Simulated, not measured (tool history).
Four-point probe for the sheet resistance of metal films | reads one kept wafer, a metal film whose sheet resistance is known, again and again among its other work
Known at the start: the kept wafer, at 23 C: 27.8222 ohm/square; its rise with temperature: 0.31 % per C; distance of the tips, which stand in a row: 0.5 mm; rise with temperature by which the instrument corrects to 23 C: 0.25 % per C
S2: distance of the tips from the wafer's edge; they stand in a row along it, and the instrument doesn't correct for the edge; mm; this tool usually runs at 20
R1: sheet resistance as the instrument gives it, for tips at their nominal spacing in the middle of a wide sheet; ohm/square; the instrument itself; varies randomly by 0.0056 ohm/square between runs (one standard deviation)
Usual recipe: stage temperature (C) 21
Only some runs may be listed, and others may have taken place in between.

{"run": 1, "hour": 0.0, "stage temperature (C)": 21, "S2": 20, "R1": 27.866422}
{"run": 2, "hour": 59.3, "stage temperature (C)": 21, "S2": 20, "R1": 27.879367}
{"run": 3, "hour": 160.5, "stage temperature (C)": 21, "S2": 20, "R1": 27.892924}
{"run": 4, "hour": 217.3, "stage temperature (C)": 21, "S2": 30, "R1": 27.880175}
{"run": 5, "hour": 320.4, "stage temperature (C)": 19, "S2": 20, "R1": 27.86407}
{"run": 6, "hour": 433.0, "stage temperature (C)": 19, "S2": 20, "R1": 27.865635}
{"run": 7, "hour": 507.2, "stage temperature (C)": 19, "S2": 20, "R1": 27.878943}
{"run": 8, "hour": 608.8, "stage temperature (C)": 21, "S2": 26, "R1": 27.911872}
{"run": 9, "hour": 685.4, "stage temperature (C)": 21, "S2": 20, "R1": 27.928637}
{"hour": 696.9, "done": "stage's thermometer calibrated"}
{"run": 10, "hour": 739.1, "stage temperature (C)": 21, "S2": 20, "R1": 27.941299}
{"run": 11, "hour": 824.5, "stage temperature (C)": 21, "S2": 20, "R1": 27.935367}
{"run": 12, "hour": 915.1, "stage temperature (C)": 21, "S2": 20, "R1": 27.943281}
{"run": 13, "hour": 1005.8, "stage temperature (C)": 21, "S2": 20, "R1": 27.951083}
{"hour": 1059.1, "done": "stage's thermometer calibrated, once more"}
{"run": 14, "hour": 1090.1, "stage temperature (C)": 21, "S2": 20, "R1": 27.942103}
{"run": 15, "hour": 1157.3, "stage temperature (C)": 21, "S2": 20, "R1": 27.938477}
{"run": 16, "hour": 1233.9, "stage temperature (C)": 21, "S2": 72, "R1": 27.951933}
{"run": 17, "hour": 1291.0, "stage temperature (C)": 21, "S2": 50, "R1": 27.959384}
{"run": 18, "hour": 1400.7, "stage temperature (C)": 29, "S2": 45, "R1": 28.094785}
{"run": 19, "hour": 1463.0, "stage temperature (C)": 29, "S2": 45, "R1": 28.09189}
{"run": 20, "hour": 1559.7, "stage temperature (C)": 26, "S2": 4, "R1": 28.28947}
{"run": 21, "hour": 1630.8, "stage temperature (C)": 24, "S2": 6, "R1": 28.121796}
{"run": 22, "hour": 1742.4, "stage temperature (C)": 31, "S2": 23, "R1": 28.145752}
{"run": 23, "hour": 1792.1, "stage temperature (C)": 25, "S2": 27, "R1": 28.054979}
{"run": 24, "hour": 1859.1, "stage temperature (C)": 25, "S2": 27, "R1": 28.064413}
{"run": 25, "hour": 1927.2, "stage temperature (C)": 23, "S2": 7, "R1": 28.099479}
{"run": 26, "hour": 1990.8, "stage temperature (C)": 23, "S2": 7, "R1": 28.096066}
{"run": 27, "hour": 2105.6, "stage temperature (C)": 31, "S2": 50, "R1": 28.173729}
{"run": 28, "hour": 2209.2, "stage temperature (C)": 34, "S2": 20, "R1": 28.236457}
{"run": 29, "hour": 2277.6, "stage temperature (C)": 25, "S2": 26, "R1": 28.103138}
{"run": 30, "hour": 2371.8, "stage temperature (C)": 23, "S2": 20, "R1": 28.064114}

Difference, measured minus no-hidden-state, one row per run. Run-to-run variation is common to both terms; the gauge's own scatter need not be:
Hidden conditions of the tool in this case: inner tips' distance over the nominal, %; tips' flats over new ones', %; wafer's true temperature over the reading, C; drift of the gauge itself on sheet_ohm, %.
run=1 R1=+0.075353
run=2 R1=+0.079643
run=3 R1=+0.087093
run=4 R1=+0.091744
run=5 R1=+0.098962
run=6 R1=+0.107753
run=7 R1=+0.112631
run=8 R1=+0.119881
run=9 R1=+0.125499
run=10 R1=+0.134811
run=11 R1=+0.140445
run=12 R1=+0.147239
run=13 R1=+0.153793
run=14 R1=+0.144178
run=15 R1=+0.149002
run=16 R1=+0.154327
run=17 R1=+0.158205
run=18 R1=+0.166144
run=19 R1=+0.170587
run=20 R1=+0.178046
run=21 R1=+0.182396
run=22 R1=+0.190132
run=23 R1=+0.192925
run=24 R1=+0.197574
run=25 R1=+0.202756
run=26 R1=+0.20741
run=27 R1=+0.216035
run=28 R1=+0.22433
run=29 R1=+0.228055
run=30 R1=+0.234606
